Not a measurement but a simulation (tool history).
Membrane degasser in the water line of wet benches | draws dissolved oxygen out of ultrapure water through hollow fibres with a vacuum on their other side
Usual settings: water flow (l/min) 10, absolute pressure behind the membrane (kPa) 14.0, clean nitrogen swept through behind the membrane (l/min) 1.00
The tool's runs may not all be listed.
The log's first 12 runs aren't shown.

run,hour,water flow (l/min),absolute pressure behind the membrane (kPa),clean nitrogen swept through behind the membrane (l/min),dissolved oxygen in the water behind the degasser (ppb),pressure that the water loses in the fibres (kPa)
13,467.2,10,27.0,1.00,541.2,66.12
14,518.1,10,14.0,0.92,282.9,65.59
15,560.9,10,14.0,1.00,264.7,65.68
16,610.7,10,14.0,1.00,264.0,65.86
17,645.8,10,14.0,1.00,264.1,65.69
18,668.7,14,16.3,2.96,208.6,91.48
19,700.1,8,16.7,0.63,391.7,52.80
20,721.8,11,14.0,2.33,146.8,72.27
21,767.9,12,30.1,1.79,442.0,78.84
22,791.9,6,26.1,2.28,148.3,39.14
23,817.2,6,17.9,0.50,397.1,39.18
24,867.7,6,17.9,0.50,393.7,39.40
25,914.7,7,22.7,0.50,591.7,45.72
26,965.2,10,13.8,2.24,128.9,65.71
27,1007.6,11,17.6,2.40,182.3,72.26
28,1035.9,11,14.0,1.29,237.0,72.10
29,1082.6,11,14.0,1.29,239.9,72.34
30,1109.2,13,14.0,0.56,560.1,85.91
31,1135.7,10,9.0,1.00,150.5,65.79
32,1181.7,7,18.1,1.33,191.4,46.33
33,1230.3,7,18.1,1.33,190.4,45.87

3 ways to go on from here, each from the tool as it stands after run 33. What would each give?
A,1279.2,15,18.1,2.18,?,?
B,1279.2,7,23.7,1.33,?,?
C,1279.2,7,18.1,0.77,?,?

run,dissolved oxygen in the water behind the degasser (ppb),pressure that the water loses in the fibres (kPa)
A,316.8,98.30
B,257.6,46.00
C,316.2,46.26
Without the tool's hidden state the same runs would have given:
run,dissolved oxygen in the water behind the degasser (ppb),pressure that the water loses in the fibres (kPa)
A,316.6,98.27
B,257.5,45.98
C,316.1,46.25

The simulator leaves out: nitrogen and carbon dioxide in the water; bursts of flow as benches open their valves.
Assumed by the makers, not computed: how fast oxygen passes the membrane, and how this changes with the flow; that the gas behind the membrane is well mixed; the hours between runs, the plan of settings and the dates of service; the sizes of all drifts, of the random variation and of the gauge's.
